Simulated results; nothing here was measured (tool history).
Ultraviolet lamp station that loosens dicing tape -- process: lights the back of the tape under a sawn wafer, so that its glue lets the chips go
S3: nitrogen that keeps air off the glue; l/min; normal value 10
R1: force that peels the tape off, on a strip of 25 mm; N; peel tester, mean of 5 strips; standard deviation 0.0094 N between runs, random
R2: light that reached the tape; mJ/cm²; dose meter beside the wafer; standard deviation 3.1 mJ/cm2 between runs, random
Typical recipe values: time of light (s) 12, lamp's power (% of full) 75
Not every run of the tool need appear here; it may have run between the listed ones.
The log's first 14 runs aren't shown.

Run 15, hour 151.5: usual settings but lamp's power (% of full) 74. Result: R1 0.601 N, R2 399 mJ/cm².
Run 16, hour 163.7: usual settings but lamp's power (% of full) 74. Result: R1 0.595 N, R2 403 mJ/cm².
Run 17, hour 177.8: usual settings. Result: R1 0.594 N, R2 401 mJ/cm².
Run 18, hour 187.6: usual settings but lamp's power (% of full) 71. Result: R1 0.684 N, R2 376 mJ/cm².
Run 19, hour 196.5: usual settings. Result: R1 0.587 N, R2 395 mJ/cm².
Run 20, hour 205.4: usual settings. Result: R1 0.598 N, R2 398 mJ/cm².
Run 21, hour 220.3: usual settings. Result: R1 0.599 N, R2 396 mJ/cm².
Run 22, hour 233.9: usual settings. Result: R1 0.591 N, R2 389 mJ/cm².
Run 23, hour 246.8: usual settings but time of light (s) 10, lamp's power (% of full) 71, S3 4 l/min. Result: R1 2.031 N, R2 305 mJ/cm².
Run 24, hour 253.5: usual settings but lamp's power (% of full) 90, S3 9 l/min. Result: R1 0.440 N, R2 472 mJ/cm².
Run 25, hour 265.1: usual settings but lamp's power (% of full) 90, S3 9 l/min. Result: R1 0.439 N, R2 467 mJ/cm².
Run 26, hour 271.5: usual settings but time of light (s) 21, lamp's power (% of full) 90, S3 7 l/min. Result: R1 0.183 N, R2 819 mJ/cm².
Run 27, hour 286.1: usual settings but time of light (s) 21, lamp's power (% of full) 90, S3 7 l/min. Result: R1 0.191 N, R2 813 mJ/cm².
Run 28, hour 293.9: usual settings but lamp's power (% of full) 72, S3 6 l/min. Result: R1 1.089 N, R2 371 mJ/cm².
Run 29, hour 301.9: usual settings but lamp's power (% of full) 67, S3 5 l/min. Result: R1 1.455 N, R2 339 mJ/cm².
Run 30, hour 317.0: usual settings but lamp's power (% of full) 67, S3 5 l/min. Result: R1 1.452 N, R2 336 mJ/cm².
Run 31, hour 330.4: usual settings but lamp's power (% of full) 67, S3 5 l/min. Result: R1 1.426 N, R2 340 mJ/cm².
Run 32, hour 343.9: usual settings but time of light (s) 14, lamp's power (% of full) 74. Result: R1 0.452 N, R2 436 mJ/cm².
Run 33, hour 353.4: usual settings but lamp's power (% of full) 81. Result: R1 0.540 N, R2 409 mJ/cm².

Run 34 comes next. What will it give?
Run 34, hour 368.5: usual settings but time of light (s) 10, lamp's power (% of full) 97, S3 17 l/min. Result: R1 ?, R2 ?.

R1: 0.400 N
R2: 408 mJ/cm²
Take away the tool's hidden state, keep the run-to-run variation as it was, and the same run would have given R1 0.258 N, R2 510 mJ/cm².

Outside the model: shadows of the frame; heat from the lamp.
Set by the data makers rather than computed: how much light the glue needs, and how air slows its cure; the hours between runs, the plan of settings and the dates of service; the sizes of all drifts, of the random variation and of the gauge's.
